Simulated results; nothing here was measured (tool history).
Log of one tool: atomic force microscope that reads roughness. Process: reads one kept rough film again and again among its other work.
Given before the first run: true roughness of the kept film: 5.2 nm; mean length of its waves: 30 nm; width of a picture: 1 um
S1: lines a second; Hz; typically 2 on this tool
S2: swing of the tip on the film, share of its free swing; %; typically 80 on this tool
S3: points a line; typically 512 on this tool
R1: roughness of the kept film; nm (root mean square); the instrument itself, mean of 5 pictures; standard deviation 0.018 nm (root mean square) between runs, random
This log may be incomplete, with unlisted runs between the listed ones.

run 1 day=0 | S1=2 S2=80 S3=512 | R1=3.755
run 2 day=1.192 | S1=2 S2=80 S3=512 | R1=3.615
run 3 day=2.996 | S1=2 S2=80 S3=512 | R1=3.42
run 4 day=4.421 | S1=2 S2=80 S3=512 | R1=3.275
-- day=5.225 new tip fitted
run 5 day=7.146 | S1=2 S2=80 S3=512 | R1=3.932
run 6 day=8.825 | S1=2 S2=67 S3=512 | R1=3.917
run 7 day=10.592 | S1=2 S2=80 S3=512 | R1=3.565
run 8 day=12.479 | S1=2 S2=67 S3=512 | R1=3.556
run 9 day=13.804 | S1=2 S2=80 S3=512 | R1=3.3
-- day=14.546 new tip fitted
run 10 day=15.433 | S1=2 S2=80 S3=512 | R1=4.128
run 11 day=17.662 | S1=2 S2=80 S3=512 | R1=3.824
run 12 day=18.85 | S1=2 S2=80 S3=512 | R1=3.71
-- day=19.146 height scale calibrated on a step standard
run 13 day=20.954 | S1=2 S2=80 S3=512 | R1=3.435
run 14 day=22.729 | S1=2 S2=72 S3=512 | R1=3.361
-- day=23.854 new tip fitted
run 15 day=25.083 | S1=2 S2=84 S3=512 | R1=4.006
run 16 day=27.071 | S1=2 S2=56 S3=512 | R1=4.033
run 17 day=28.817 | S1=0.97 S2=60 S3=484 | R1=3.844
run 18 day=30.033 | S1=0.97 S2=60 S3=484 | R1=3.687
run 19 day=32.046 | S1=2.45 S2=65 S3=713 | R1=3.419
-- day=33.012 new tip fitted
-- day=33.271 height scale calibrated on a step standard, once more
run 20 day=34.125 | S1=2.45 S2=65 S3=713 | R1=4.256
run 21 day=36.288 | S1=2.45 S2=65 S3=713 | R1=3.954
run 22 day=37.8 | S1=2.45 S2=65 S3=713 | R1=3.76
run 23 day=39.5 | S1=1.48 S2=89 S3=482 | R1=3.391
run 24 day=42.112 | S1=0.72 S2=76 S3=380 | R1=3.388
-- day=42.362 new tip fitted
run 25 day=44.471 | S1=2 S2=82 S3=399 | R1=3.906
run 26 day=45.971 | S1=1.88 S2=79 S3=976 | R1=3.806
run 27 day=48.358 | S1=1.88 S2=79 S3=976 | R1=3.501
run 28 day=49.8 | S1=0.6 S2=85 S3=512 | R1=3.535
-- day=51.525 new tip fitted
run 29 day=51.679 | S1=1.94 S2=72 S3=675 | R1=4.363

Forecast each of these 4 alternatives for the next run:
run A day=52.925 | S1=1.36 S2=80 S3=512 | R1=?
run B day=52.925 | S1=2.68 S2=72 S3=305 | R1=?
run C day=52.925 | S1=2 S2=80 S3=419 | R1=?
run D day=52.925 | S1=0.79 S2=72 S3=675 | R1=?

run=A R1=4.172
run=B R1=4.062
run=C R1=4.048
run=D R1=4.323
Take away the tool's hidden state, keep each run's random variation, and the runs would have read:
run=A R1=4.401
run=B R1=4.285
run=C R1=4.27
run=D R1=4.56

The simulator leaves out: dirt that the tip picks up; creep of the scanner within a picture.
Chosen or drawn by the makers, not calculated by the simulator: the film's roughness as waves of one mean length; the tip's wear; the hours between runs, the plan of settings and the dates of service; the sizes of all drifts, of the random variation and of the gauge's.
